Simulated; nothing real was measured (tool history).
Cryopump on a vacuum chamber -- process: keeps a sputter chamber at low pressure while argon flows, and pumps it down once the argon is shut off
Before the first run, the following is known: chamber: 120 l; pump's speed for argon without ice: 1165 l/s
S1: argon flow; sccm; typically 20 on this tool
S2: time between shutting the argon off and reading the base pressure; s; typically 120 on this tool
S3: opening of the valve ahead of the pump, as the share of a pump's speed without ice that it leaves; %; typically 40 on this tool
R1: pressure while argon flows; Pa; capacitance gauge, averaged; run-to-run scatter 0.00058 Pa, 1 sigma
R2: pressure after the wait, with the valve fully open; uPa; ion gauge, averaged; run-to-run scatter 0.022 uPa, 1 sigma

run,hour,S1,S2,S3,R1,R2
1,0,20,120,40,0.0742,0.71
2,8.3,20,120,40,0.0742,0.73
3,17.1,20,120,40,0.0742,0.72
4,26.5,20,120,21,0.1398,0.77
5,36.7,20,120,21,0.1392,0.75
6,45.6,20,120,21,0.1397,0.75
7,59.3,20,120,40,0.0738,0.73
8,67.9,20,120,40,0.0739,0.71
9,75.4,20,118,28,0.105,0.76
10,85.1,27,299,37,0.1079,0.53
11,93.3,27,299,37,0.1085,0.54
12,107.9,32,120,23,0.2062,0.73
13,116.9,32,120,23,0.2046,0.77
14,127.3,29,120,26,0.1654,0.76
15,140,14,21,27,0.0777,2.64

Below are 5 alternative next runs, each starting from the tool's condition after run 15. Predict each:
A,153.2,9,178,36,?,?
B,153.2,28,21,48,?,?
C,153.2,14,29,27,?,?
D,153.2,14,60,22,?,?
E,153.2,14,43,27,?,?

run,R1,R2
A,0.0379,0.68
B,0.0886,2.64
C,0.0772,2.1
D,0.0943,1.17
E,0.0771,1.48
Had the tool no hidden state, the same runs would have come out as:
run,R1,R2
A,0.0366,0.54
B,0.0845,2.51
C,0.0752,1.96
D,0.0923,1.04
E,0.0751,1.34
